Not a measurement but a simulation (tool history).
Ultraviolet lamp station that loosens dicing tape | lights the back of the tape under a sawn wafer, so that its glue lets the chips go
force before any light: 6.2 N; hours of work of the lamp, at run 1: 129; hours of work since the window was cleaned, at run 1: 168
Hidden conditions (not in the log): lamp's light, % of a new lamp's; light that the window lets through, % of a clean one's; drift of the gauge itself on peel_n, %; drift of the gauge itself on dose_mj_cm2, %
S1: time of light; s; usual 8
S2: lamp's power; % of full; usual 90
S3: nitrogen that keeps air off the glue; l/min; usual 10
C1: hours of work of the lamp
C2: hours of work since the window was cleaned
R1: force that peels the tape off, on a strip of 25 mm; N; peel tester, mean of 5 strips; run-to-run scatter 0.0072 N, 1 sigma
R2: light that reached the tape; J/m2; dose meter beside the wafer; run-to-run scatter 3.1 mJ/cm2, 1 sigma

{"run": 1, "hour": 0.0, "S1": 8, "S2": 90, "S3": 10, "C1": 129, "C2": 168, "R1": 0.278, "R2": 4530}
{"run": 2, "hour": 31.8, "S1": 8, "S2": 90, "S3": 4, "C1": 154, "C2": 193, "R1": 0.439, "R2": 4560}
{"run": 3, "hour": 64.2, "S1": 8, "S2": 90, "S3": 4, "C1": 180, "C2": 219, "R1": 0.452, "R2": 4510}
{"run": 4, "hour": 89.2, "S1": 8, "S2": 90, "S3": 4, "C1": 200, "C2": 239, "R1": 0.43, "R2": 4520}
{"run": 5, "hour": 104.6, "S1": 8, "S2": 70, "S3": 4, "C1": 212, "C2": 251, "R1": 0.736, "R2": 3430}
{"run": 6, "hour": 136.7, "S1": 8, "S2": 70, "S3": 4, "C1": 237, "C2": 277, "R1": 0.687, "R2": 3420}
{"run": 7, "hour": 155.3, "S1": 8, "S2": 70, "S3": 4, "C1": 252, "C2": 291, "R1": 0.734, "R2": 3340}
{"run": 8, "hour": 177.8, "S1": 7, "S2": 90, "S3": 10, "C1": 270, "C2": 309, "R1": 0.395, "R2": 3850}
{"run": 9, "hour": 192.9, "S1": 7, "S2": 90, "S3": 10, "C1": 282, "C2": 321, "R1": 0.385, "R2": 3840}
{"run": 10, "hour": 221.3, "S1": 7, "S2": 90, "S3": 10, "C1": 305, "C2": 344, "R1": 0.385, "R2": 3740}
{"run": 11, "hour": 237.7, "S1": 8, "S2": 90, "S3": 10, "C1": 318, "C2": 357, "R1": 0.298, "R2": 4280}
{"run": 12, "hour": 252.2, "S1": 8, "S2": 90, "S3": 9, "C1": 329, "C2": 369, "R1": 0.313, "R2": 4310}
{"run": 13, "hour": 284.1, "S1": 8, "S2": 90, "S3": 9, "C1": 355, "C2": 394, "R1": 0.313, "R2": 4270}
{"run": 14, "hour": 308.6, "S1": 8, "S2": 90, "S3": 9, "C1": 374, "C2": 413, "R1": 0.329, "R2": 4270}
{"run": 15, "hour": 342.3, "S1": 8, "S2": 90, "S3": 9, "C1": 401, "C2": 440, "R1": 0.327, "R2": 4220}
{"run": 16, "hour": 360.5, "S1": 8, "S2": 67, "S3": 9, "C1": 415, "C2": 455, "R1": 0.598, "R2": 3120}
{"run": 17, "hour": 380.7, "S1": 8, "S2": 67, "S3": 9, "C1": 431, "C2": 471, "R1": 0.647, "R2": 3100}
{"run": 18, "hour": 411.5, "S1": 8, "S2": 90, "S3": 9, "C1": 456, "C2": 495, "R1": 0.325, "R2": 4160}
{"run": 19, "hour": 426.7, "S1": 6, "S2": 88, "S3": 16, "C1": 468, "C2": 507, "R1": 0.519, "R2": 3000}
{"run": 20, "hour": 441.3, "S1": 6, "S2": 66, "S3": 9, "C1": 480, "C2": 519, "R1": 1.04, "R2": 2270}
{"run": 21, "hour": 474.3, "S1": 16, "S2": 67, "S3": 9, "C1": 506, "C2": 545, "R1": 0.186, "R2": 6130}
{"run": 22, "hour": 504.3, "S1": 5, "S2": 71, "S3": 8, "C1": 530, "C2": 569, "R1": 1.28, "R2": 1980}
{"hour": 512.5, "done": "window cleaned of glue's vapour"}
{"run": 23, "hour": 532.0, "S1": 5, "S2": 71, "S3": 8, "C1": 551, "C2": 16, "R1": 1.304, "R2": 2070}
{"run": 24, "hour": 557.1, "S1": 10, "S2": 78, "S3": 8, "C1": 571, "C2": 35, "R1": 0.316, "R2": 4560}
{"run": 25, "hour": 590.3, "S1": 10, "S2": 78, "S3": 8, "C1": 598, "C2": 62, "R1": 0.309, "R2": 4550}
{"run": 26, "hour": 617.8, "S1": 10, "S2": 78, "S3": 8, "C1": 619, "C2": 84, "R1": 0.318, "R2": 4480}
{"run": 27, "hour": 643.2, "S1": 10, "S2": 78, "S3": 8, "C1": 640, "C2": 104, "R1": 0.307, "R2": 4490}
{"run": 28, "hour": 662.6, "S1": 8, "S2": 90, "S3": 12, "C1": 655, "C2": 119, "R1": 0.29, "R2": 4130}
{"run": 29, "hour": 682.1, "S1": 8, "S2": 90, "S3": 5, "C1": 670, "C2": 135, "R1": 0.471, "R2": 4090}

Predict each of these 4 candidate next runs independently; none follows another, all start after run 29:
{"run": "A", "hour": 712.4, "S1": 13, "S2": 97, "S3": 4, "C1": 695, "C2": 159, "R1": "?", "R2": "?"}
{"run": "B", "hour": 712.4, "S1": 9, "S2": 95, "S3": 3, "C1": 695, "C2": 159, "R1": "?", "R2": "?"}
{"run": "C", "hour": 712.4, "S1": 6, "S2": 90, "S3": 10, "C1": 695, "C2": 159, "R1": "?", "R2": "?"}
{"run": "D", "hour": 712.4, "S1": 8, "S2": 79, "S3": 5, "C1": 695, "C2": 159, "R1": "?", "R2": "?"}

run=A R1=0.192 R2=7090
run=B R1=0.427 R2=4810
run=C R1=0.601 R2=3050
run=D R1=0.608 R2=3580
The same runs, with their run-to-run variation unchanged, on a tool lacking any hidden condition would have given:
run=A R1=0.166 R2=8260
run=B R1=0.315 R2=5600
run=C R1=0.443 R2=3550
run=D R1=0.448 R2=4170
